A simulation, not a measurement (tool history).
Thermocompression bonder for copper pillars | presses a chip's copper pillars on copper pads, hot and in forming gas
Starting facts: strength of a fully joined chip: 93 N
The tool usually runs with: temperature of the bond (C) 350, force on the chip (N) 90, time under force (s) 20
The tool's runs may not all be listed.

run	hour	temperature of the bond (C)	force on the chip (N)	time under force (s)	force that shears a chip off (N)
1	0.0	350	90	20	61.7
2	37.1	350	90	20	62.6
3	90.4	350	90	20	62.2
# hour 102.5: force cell calibrated
4	120.6	350	90	17	59.8
5	153.9	350	90	17	59.8
6	204.9	350	90	17	59.8
7	245.0	350	90	17	59.4
8	285.4	350	90	17	60.3
# hour 329.7: forming gas filter changed
9	348.6	350	90	17	66.8
10	392.0	350	90	17	66.9
11	424.1	350	90	17	65.0
12	465.2	350	90	17	65.7
13	506.0	350	90	20	67.4
14	557.3	350	90	20	66.0
15	593.4	348	126	11	68.8
16	646.7	350	90	12	57.5
17	681.5	367	84	22	71.4
18	740.9	349	57	20	48.1
19	807.9	363	79	35	72.6
# hour 843.9: forming gas filter changed
20	865.3	322	112	22	66.7
# hour 909.4: heater calibrated with a thermocouple chip
21	930.1	355	65	30	61.6
22	975.6	355	114	13	69.6
23	1037.0	355	114	13	69.6
24	1064.5	329	60	15	35.9
25	1125.6	335	118	20	66.2
26	1189.5	335	118	20	65.2

Each row is a separate what-if for the run after 26, all from the same tool condition, not one after another. Results?
A	1238.4	359	98	18	?
B	1238.4	350	126	11	?
C	1238.4	343	93	18	?
D	1238.4	340	90	39	?
E	1238.4	350	88	20	?

run	force that shears a chip off (N)
A	69.2
B	65.4
C	58.9
D	68.3
E	62.0
Had the tool no hidden state, the same runs would have come out as:
run	force that shears a chip off (N)
A	73.8
B	69.6
C	62.4
D	72.6
E	65.9
